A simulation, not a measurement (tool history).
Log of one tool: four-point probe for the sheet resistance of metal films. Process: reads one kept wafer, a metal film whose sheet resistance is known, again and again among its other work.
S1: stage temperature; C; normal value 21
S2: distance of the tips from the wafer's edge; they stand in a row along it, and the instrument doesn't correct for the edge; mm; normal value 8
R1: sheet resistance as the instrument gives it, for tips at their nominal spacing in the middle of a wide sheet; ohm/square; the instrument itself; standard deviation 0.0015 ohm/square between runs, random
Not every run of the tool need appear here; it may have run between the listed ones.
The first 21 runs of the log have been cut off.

run,hour,S1,S2,R1
22,986.2,31,8,7.462951
23,1034.4,31,8,7.462691
24,1079.3,19,6,7.443311
25,1124.0,20,10,7.339906
26,1172.0,34,72,7.390328
27,1212.7,34,72,7.386942
28,1246.9,34,72,7.386903
29,1301.0,34,72,7.387833
30,1358.8,34,72,7.386322
31,1396.5,21,46,7.290137
32,1443.6,21,46,7.288063
33,1481.5,21,46,7.293125
34,1530.2,29,8,7.452052
35,1575.3,29,8,7.448433
36,1639.2,21,6,7.457986
37,1698.5,21,6,7.458903
# hour 1741.5: new probe head fitted
38,1746.5,21,6,7.460520
39,1790.5,21,14,7.322353
40,1832.8,23,46,7.306989
41,1866.7,29,3,7.994685
42,1930.7,21,52,7.289468
43,1983.2,20,8,7.376652
44,2031.6,21,4,7.660767
45,2063.7,32,44,7.376149

Forecast each of these 4 alternatives for the next run:
A,2111.0,22,15,?
B,2111.0,24,20,?
C,2111.0,21,27,?
D,2111.0,32,47,?

run,R1
A,7.321981
B,7.327795
C,7.300782
D,7.374216
With no hidden state in the tool, these same runs would have given:
run,R1
A,7.322201
B,7.328015
C,7.301000
D,7.374442
